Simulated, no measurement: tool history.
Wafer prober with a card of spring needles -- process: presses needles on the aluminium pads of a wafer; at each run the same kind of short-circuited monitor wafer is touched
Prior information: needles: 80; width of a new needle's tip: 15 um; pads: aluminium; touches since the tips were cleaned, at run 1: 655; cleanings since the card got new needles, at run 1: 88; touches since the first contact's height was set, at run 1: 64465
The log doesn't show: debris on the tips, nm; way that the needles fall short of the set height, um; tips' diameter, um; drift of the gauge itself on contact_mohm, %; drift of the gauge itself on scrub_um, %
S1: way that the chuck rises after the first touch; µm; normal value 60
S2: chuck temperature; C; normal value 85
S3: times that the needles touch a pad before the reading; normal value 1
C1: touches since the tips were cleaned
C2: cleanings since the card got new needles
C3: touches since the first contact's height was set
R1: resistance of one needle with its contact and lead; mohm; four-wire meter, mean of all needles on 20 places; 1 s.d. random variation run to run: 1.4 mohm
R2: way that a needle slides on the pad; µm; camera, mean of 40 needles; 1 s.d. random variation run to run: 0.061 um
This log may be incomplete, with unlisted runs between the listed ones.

Run 1, day 0: usual settings; C1 655; C2 88; C3 64465. Result: R1 128 mohm, R2 12.64 µm.
At day 0.317: tips cleaned on abrasive film.
At day 0.638: tips cleaned on abrasive film.
At day 0.954: tips cleaned on abrasive film.
At day 1.275: tips cleaned on abrasive film.
At day 1.671: tips cleaned on abrasive film.
At day 2.067: tips cleaned on abrasive film.
At day 2.388: tips cleaned on abrasive film.
Run 2, day 2.475: usual settings; C1 763; C2 95; C3 85378. Result: R1 126 mohm, R2 12.61 µm.
At day 2.717: tips cleaned on abrasive film.
At day 3.033: tips cleaned on abrasive film.
At day 3.354: tips cleaned on abrasive film.
At day 3.671: tips cleaned on abrasive film.
At day 3.992: tips cleaned on abrasive film.
At day 4.388: tips cleaned on abrasive film.
Run 3, day 4.508: usual settings but S2 31 C; C1 1025; C2 101; C3 102524. Result: R1 120 mohm, R2 12.71 µm.
At day 4.75: tips cleaned on abrasive film.
At day 5.067: tips cleaned on abrasive film.
At day 5.383: tips cleaned on abrasive film.
At day 5.783: tips cleaned on abrasive film.
At day 6.179: tips cleaned on abrasive film.
Run 4, day 6.246: usual settings but S2 31 C; C1 554; C2 106; C3 117182. Result: R1 119 mohm, R2 12.62 µm.
At day 6.562: tips cleaned on abrasive film.
At day 6.883: tips cleaned on abrasive film.
At day 7.2: tips cleaned on abrasive film.
At day 7.517: tips cleaned on abrasive film.
At day 7.917: tips cleaned on abrasive film.
Run 5, day 8: usual settings but S2 31 C; C1 728; C2 111; C3 132015. Result: R1 120 mohm, R2 12.73 µm.
At day 8.242: tips cleaned on abrasive film.
At day 8.558: tips cleaned on abrasive film.
At day 8.879: tips cleaned on abrasive film.
At day 9.275: tips cleaned on abrasive film.
At day 9.671: tips cleaned on abrasive film.
At day 10.071: tips cleaned on abrasive film.
At day 10.467: tips cleaned on abrasive film.
At day 10.833: tips cleaned on abrasive film.
Run 6, day 10.833: usual settings; C1 0; C2 119; C3 155949. Result: R1 129 mohm, R2 12.69 µm.
At day 11.233: tips cleaned on abrasive film.
At day 11.629: tips cleaned on abrasive film.
At day 12.025: tips cleaned on abrasive film.
At day 12.346: tips cleaned on abrasive film.
At day 12.662: tips cleaned on abrasive film.
At day 12.983: tips cleaned on abrasive film.
Run 7, day 13.021: usual settings; C1 316; C2 125; C3 174400. Result: R1 126 mohm, R2 12.66 µm.
At day 13.338: tips cleaned on abrasive film.
At day 13.658: tips cleaned on abrasive film.
At day 14.054: tips cleaned on abrasive film.
At day 14.371: tips cleaned on abrasive film.
Run 8, day 14.379: usual settings; C1 63; C2 129; C3 185883. Result: R1 124 mohm, R2 12.6 µm.
At day 14.7: tips cleaned on abrasive film.
At day 15.096: tips cleaned on abrasive film.
At day 15.492: tips cleaned on abrasive film.
At day 15.812: tips cleaned on abrasive film.
At day 16.129: tips cleaned on abrasive film.
At day 16.529: tips cleaned on abrasive film.
Run 9, day 16.658: usual settings; C1 1119; C2 135; C3 205141. Result: R1 126 mohm, R2 12.61 µm.
At day 16.829: height of the first contact set anew.
At day 16.912: tips cleaned on abrasive film.
At day 17.229: tips cleaned on abrasive film.
At day 17.625: tips cleaned on abrasive film.
At day 17.946: tips cleaned on abrasive film.
Run 10, day 18.1: usual settings but S2 39 C; C1 1313; C2 139; C3 10717. Result: R1 120 mohm, R2 12.67 µm.
At day 18.338: tips cleaned on abrasive film.
At day 18.738: tips cleaned on abrasive film.
At day 19.054: tips cleaned on abrasive film.
At day 19.375: tips cleaned on abrasive film.
At day 19.771: tips cleaned on abrasive film.
At day 20.088: tips cleaned on abrasive film.
At day 20.408: tips cleaned on abrasive film.
At day 20.804: tips cleaned on abrasive film.
Run 11, day 20.833: usual settings but S2 39 C; C1 255; C2 147; C3 33809. Result: R1 120 mohm, R2 12.65 µm.
At day 21.154: tips cleaned on abrasive film.
At day 21.471: tips cleaned on abrasive film.
At day 21.792: tips cleaned on abrasive film.
At day 22.108: tips cleaned on abrasive film.
Run 12, day 22.262: usual settings but S3 2; C1 1306; C2 151; C3 45862. Result: R1 125 mohm, R2 12.77 µm.
At day 22.504: tips cleaned on abrasive film.
At day 22.821: tips cleaned on abrasive film.
At day 23.217: tips cleaned on abrasive film.
At day 23.617: tips cleaned on abrasive film.
At day 24.012: tips cleaned on abrasive film.
At day 24.408: tips cleaned on abrasive film.
At day 24.808: tips cleaned on abrasive film.
Run 13, day 24.967: usual settings but S1 59 µm, S2 35 C, S3 2; C1 1377; C2 158; C3 68733. Result: R1 118 mohm, R2 12.44 µm.
At day 25.129: tips cleaned on abrasive film.
At day 25.446: tips cleaned on abrasive film.
At day 25.846: tips cleaned on abrasive film.
At day 26.242: tips cleaned on abrasive film.
At day 26.558: tips cleaned on abrasive film.
At day 26.879: tips cleaned on abrasive film.
At day 27.196: tips cleaned on abrasive film.
At day 27.517: tips cleaned on abrasive film.
At day 27.846: tips cleaned on abrasive film.
Run 14, day 27.846: usual settings but S1 47 µm, S2 48 C, S3 2; C1 0; C2 167; C3 93022. Result: R1 125 mohm, R2 9.92 µm.
At day 28.246: tips cleaned on abrasive film.
At day 28.562: tips cleaned on abrasive film.
At day 28.958: tips cleaned on abrasive film.
At day 29.358: tips cleaned on abrasive film.
At day 29.754: tips cleaned on abrasive film.
At day 30.15: tips cleaned on abrasive film.
At day 30.471: tips cleaned on abrasive film.
At day 30.817: tips cleaned on abrasive film.
Run 15, day 30.817: usual settings but S1 80 µm, S2 44 C, S3 2; C1 0; C2 175; C3 118113. Result: R1 117 mohm, R2 16.97 µm.
At day 31.212: tips cleaned on abrasive film.
At day 31.533: tips cleaned on abrasive film.
At day 31.85: tips cleaned on abrasive film.
Run 16, day 32.121: usual settings but S1 41 µm, S3 2; C1 2284; C2 178; C3 129128. Result: R1 133 mohm, R2 8.69 µm.
At day 32.2: tips cleaned on abrasive film.
At day 32.521: tips cleaned on abrasive film.
At day 32.838: tips cleaned on abrasive film.
At day 33.158: tips cleaned on abrasive film.
At day 33.554: tips cleaned on abrasive film.
At day 33.95: tips cleaned on abrasive film.
At day 34.271: tips cleaned on abrasive film.
Run 17, day 34.538: usual settings but S1 43 µm, S2 66 C, S3 2; C1 2289; C2 185; C3 149552. Result: R1 127 mohm, R2 9.02 µm.
At day 34.621: tips cleaned on abrasive film.
At day 34.942: tips cleaned on abrasive film.
At day 35.338: tips cleaned on abrasive film.
At day 35.733: tips cleaned on abrasive film.
At day 36.054: tips cleaned on abrasive film.
At day 36.371: tips cleaned on abrasive film.
Run 18, day 36.521: usual settings but S1 73 µm, S2 37 C; C1 1270; C2 191; C3 166271. Result: R1 118 mohm, R2 15.47 µm.
At day 36.758: tips cleaned on abrasive film.
At day 37.158: tips cleaned on abrasive film.
At day 37.475: tips cleaned on abrasive film.
At day 37.796: tips cleaned on abrasive film.
At day 38.192: tips cleaned on abrasive film.
Run 19, day 38.433: usual settings but S1 78 µm, S2 37 C, S3 3; C1 2078; C2 196; C3 182454. Result: R1 117 mohm, R2 16.5 µm.
At day 38.517: tips cleaned on abrasive film.
At day 38.833: tips cleaned on abrasive film.
At day 39.154: tips cleaned on abrasive film.
At day 39.55: tips cleaned on abrasive film.
At day 39.871: tips cleaned on abrasive film.
At day 40.188: tips cleaned on abrasive film.
Run 20, day 40.371: usual settings but S1 78 µm, S2 37 C, S3 3; C1 1560; C2 202; C3 198784. Result: R1 117 mohm, R2 16.43 µm.
At day 40.533: tips cleaned on abrasive film.
At day 40.85: tips cleaned on abrasive film.
At day 41.171: tips cleaned on abrasive film.
At day 41.338: height of the first contact set anew.
At day 41.5: tips cleaned on abrasive film.
At day 41.821: tips cleaned on abrasive film.
At day 42.188: tips cleaned on abrasive film.
Run 21, day 42.188: usual settings but S1 78 µm, S2 37 C, S3 3; C1 0; C2 208; C3 7153. Result: R1 117 mohm, R2 16.43 µm.
At day 42.508: tips cleaned on abrasive film.
At day 42.825: tips cleaned on abrasive film.
At day 43.221: tips cleaned on abrasive film.
At day 43.621: tips cleaned on abrasive film.
At day 44.017: tips cleaned on abrasive film.
At day 44.338: tips cleaned on abrasive film.
At day 44.733: tips cleaned on abrasive film.
Run 22, day 45: usual settings but S1 50 µm, S2 43 C, S3 2; C1 2298; C2 215; C3 30945. Result: R1 123 mohm, R2 10.66 µm.

Hidden state at the last listed run before each entry between runs and at the first one after, where it differs:
Runs 1 to 2: tips cleaned on abrasive film (day 0.317); tips cleaned on abrasive film (day 0.638); tips cleaned on abrasive film (day 0.954); tips cleaned on abrasive film (day 1.275); tips cleaned on abrasive film (day 1.671); tips cleaned on abrasive film (day 2.067); tips cleaned on abrasive film (day 2.388)
  way that the needles fall short of the set height, um: 0.01 -> 0.02
Runs 2 to 3: tips cleaned on abrasive film (day 2.717); tips cleaned on abrasive film (day 3.033); tips cleaned on abrasive film (day 3.354); tips cleaned on abrasive film (day 3.671); tips cleaned on abrasive film (day 3.992); tips cleaned on abrasive film (day 4.388)
  the hidden state is the same at both runs
Runs 3 to 4: tips cleaned on abrasive film (day 4.75); tips cleaned on abrasive film (day 5.067); tips cleaned on abrasive film (day 5.383); tips cleaned on abrasive film (day 5.783); tips cleaned on abrasive film (day 6.179)
  way that the needles fall short of the set height, um: 0.02 -> 0.03
Runs 4 to 5: tips cleaned on abrasive film (day 6.562); tips cleaned on abrasive film (day 6.883); tips cleaned on abrasive film (day 7.2); tips cleaned on abrasive film (day 7.517); tips cleaned on abrasive film (day 7.917)
  the hidden state is the same at both runs
Runs 5 to 6: tips cleaned on abrasive film (day 8.242); tips cleaned on abrasive film (day 8.558); tips cleaned on abrasive film (day 8.879); tips cleaned on abrasive film (day 9.275); tips cleaned on abrasive film (day 9.671); tips cleaned on abrasive film (day 10.071); tips cleaned on abrasive film (day 10.467); tips cleaned on abrasive film (day 10.833)
  debris on the tips, nm: 0.2 -> 0.1; tips' diameter, um: 15.02 -> 15.03
Runs 6 to 7: tips cleaned on abrasive film (day 11.233); tips cleaned on abrasive film (day 11.629); tips cleaned on abrasive film (day 12.025); tips cleaned on abrasive film (day 12.346); tips cleaned on abrasive film (day 12.662); tips cleaned on abrasive film (day 12.983)
  way that the needles fall short of the set height, um: 0.03 -> 0.04
Runs 7 to 8: tips cleaned on abrasive film (day 13.338); tips cleaned on abrasive film (day 13.658); tips cleaned on abrasive film (day 14.054); tips cleaned on abrasive film (day 14.371)
  debris on the tips, nm: 0.1 -> 0
Runs 8 to 9: tips cleaned on abrasive film (day 14.7); tips cleaned on abrasive film (day 15.096); tips cleaned on abrasive film (day 15.492); tips cleaned on abrasive film (day 15.812); tips cleaned on abrasive film (day 16.129); tips cleaned on abrasive film (day 16.529)
  debris on the tips, nm: 0 -> 0.3
Runs 9 to 10: height of the first contact set anew (day 16.829); tips cleaned on abrasive film (day 16.912); tips cleaned on abrasive film (day 17.229); tips cleaned on abrasive film (day 17.625); tips cleaned on abrasive film (day 17.946)
  debris on the tips, nm: 0.3 -> 0.4; way that the needles fall short of the set height, um: 0.04 -> 0
Runs 10 to 11: tips cleaned on abrasive film (day 18.338); tips cleaned on abrasive film (day 18.738); tips cleaned on abrasive film (day 19.054); tips cleaned on abrasive film (day 19.375); tips cleaned on abrasive film (day 19.771); tips cleaned on abrasive film (day 20.088); tips cleaned on abrasive film (day 20.408); tips cleaned on abrasive film (day 20.804)
  debris on the tips, nm: 0.4 -> 0.1; way that the needles fall short of the set height, um: 0 -> 0.01
Runs 11 to 12: tips cleaned on abrasive film (day 21.154); tips cleaned on abrasive film (day 21.471); tips cleaned on abrasive film (day 21.792); tips cleaned on abrasive film (day 22.108)
  debris on the tips, nm: 0.1 -> 0.3
Runs 12 to 13: tips cleaned on abrasive film (day 22.504); tips cleaned on abrasive film (day 22.821); tips cleaned on abrasive film (day 23.217); tips cleaned on abrasive film (day 23.617); tips cleaned on abrasive film (day 24.012); tips cleaned on abrasive film (day 24.408); tips cleaned on abrasive film (day 24.808)
  debris on the tips, nm: 0.3 -> 0.4; tips' diameter, um: 15.03 -> 15.04
Runs 13 to 14: tips cleaned on abrasive film (day 25.129); tips cleaned on abrasive film (day 25.446); tips cleaned on abrasive film (day 25.846); tips cleaned on abrasive film (day 26.242); tips cleaned on abrasive film (day 26.558); tips cleaned on abrasive film (day 26.879); tips cleaned on abrasive film (day 27.196); tips cleaned on abrasive film (day 27.517); tips cleaned on abrasive film (day 27.846)
  debris on the tips, nm: 0.4 -> 0; way that the needles fall short of the set height, um: 0.01 -> 0.02
Runs 14 to 15: tips cleaned on abrasive film (day 28.246); tips cleaned on abrasive film (day 28.562); tips cleaned on abrasive film (day 28.958); tips cleaned on abrasive film (day 29.358); tips cleaned on abrasive film (day 29.754); tips cleaned on abrasive film (day 30.15); tips cleaned on abrasive film (day 30.471); tips cleaned on abrasive film (day 30.817)
  debris on the tips, nm: 0 -> 0.1; way that the needles fall short of the set height, um: 0.02 -> 0.03
Runs 15 to 16: tips cleaned on abrasive film (day 31.212); tips cleaned on abrasive film (day 31.533); tips cleaned on abrasive film (day 31.85)
  debris on the tips, nm: 0.1 -> 0.5
Runs 16 to 17: tips cleaned on abrasive film (day 32.2); tips cleaned on abrasive film (day 32.521); tips cleaned on abrasive film (day 32.838); tips cleaned on abrasive film (day 33.158); tips cleaned on abrasive film (day 33.554); tips cleaned on abrasive film (day 33.95); tips cleaned on abrasive film (day 34.271)
  the hidden state is the same at both runs
Runs 17 to 18: tips cleaned on abrasive film (day 34.621); tips cleaned on abrasive film (day 34.942); tips cleaned on abrasive film (day 35.338); tips cleaned on abrasive film (day 35.733); tips cleaned on abrasive film (day 36.054); tips cleaned on abrasive film (day 36.371)
  debris on the tips, nm: 0.5 -> 0.3; way that the needles fall short of the set height, um: 0.03 -> 0.04
Runs 18 to 19: tips cleaned on abrasive film (day 36.758); tips cleaned on abrasive film (day 37.158); tips cleaned on abrasive film (day 37.475); tips cleaned on abrasive film (day 37.796); tips cleaned on abrasive film (day 38.192)
  debris on the tips, nm: 0.3 -> 0.5
Runs 19 to 20: tips cleaned on abrasive film (day 38.517); tips cleaned on abrasive film (day 38.833); tips cleaned on abrasive film (day 39.154); tips cleaned on abrasive film (day 39.55); tips cleaned on abrasive film (day 39.871); tips cleaned on abrasive film (day 40.188)
  debris on the tips, nm: 0.5 -> 0.4; tips' diameter, um: 15.04 -> 15.05
Runs 20 to 21: tips cleaned on abrasive film (day 40.533); tips cleaned on abrasive film (day 40.85); tips cleaned on abrasive film (day 41.171); height of the first contact set anew (day 41.338); tips cleaned on abrasive film (day 41.5); tips cleaned on abrasive film (day 41.821); tips cleaned on abrasive film (day 42.188)
  debris on the tips, nm: 0.4 -> 0.1; way that the needles fall short of the set height, um: 0.04 -> 0
Runs 21 to 22: tips cleaned on abrasive film (day 42.508); tips cleaned on abrasive film (day 42.825); tips cleaned on abrasive film (day 43.221); tips cleaned on abrasive film (day 43.621); tips cleaned on abrasive film (day 44.017); tips cleaned on abrasive film (day 44.338); tips cleaned on abrasive film (day 44.733)
  debris on the tips, nm: 0.1 -> 0.5; way that the needles fall short of the set height, um: 0 -> 0.01
